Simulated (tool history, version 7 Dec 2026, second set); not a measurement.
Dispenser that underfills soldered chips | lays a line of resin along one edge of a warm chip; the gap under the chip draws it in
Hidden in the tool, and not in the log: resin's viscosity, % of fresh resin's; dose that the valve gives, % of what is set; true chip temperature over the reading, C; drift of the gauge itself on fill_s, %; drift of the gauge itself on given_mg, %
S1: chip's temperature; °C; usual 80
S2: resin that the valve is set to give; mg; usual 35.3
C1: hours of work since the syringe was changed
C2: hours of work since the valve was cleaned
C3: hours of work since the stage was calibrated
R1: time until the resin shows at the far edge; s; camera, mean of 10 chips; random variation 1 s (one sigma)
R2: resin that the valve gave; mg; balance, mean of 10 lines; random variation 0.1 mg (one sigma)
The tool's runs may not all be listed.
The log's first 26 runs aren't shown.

run	hour	S1	S2	C1	C2	C3	R1	R2
# hour 90.8: new syringe of resin
27	93	73	33	2	79	163	133.6	31.46
28	95.7	86	38.7	3	81	165	105.5	36.7
29	98.5	86	38.7	5	83	167	123	36.69
30	100.6	65	31.4	7	85	169	269.2	29.9
31	102.7	90	42.1	8	86	170	141.7	39.96
32	104.8	90	42.1	10	88	172	162.2	39.78
# hour 105.6: new syringe of resin
33	109.7	90	42.1	3	91	175	88.3	39.83
34	113.2	73	34.6	5	93	177	180.1	32.8
35	115.3	77	40.3	7	95	179	181.5	37.73
36	119.4	66	34.2	10	97	181	320.4	32.23
# hour 120.4: new syringe of resin
37	122.1	75	44.3	1	99	183	119.4	41.49

3 ways to go on from here, each from the tool as it stands after run 37. What would each give?
A	126.5	87	33.9	4	102	186	?	?
B	126.5	74	32.1	4	102	186	?	?
C	126.5	80	34	4	102	186	?	?

run	R1	R2
A	114.9	31.79
B	166.8	30.04
C	137.1	31.9
Without the tool's hidden state the same runs would have given:
run	R1	R2
A	80.3	33.89
B	116.6	32.02
C	96	33.99

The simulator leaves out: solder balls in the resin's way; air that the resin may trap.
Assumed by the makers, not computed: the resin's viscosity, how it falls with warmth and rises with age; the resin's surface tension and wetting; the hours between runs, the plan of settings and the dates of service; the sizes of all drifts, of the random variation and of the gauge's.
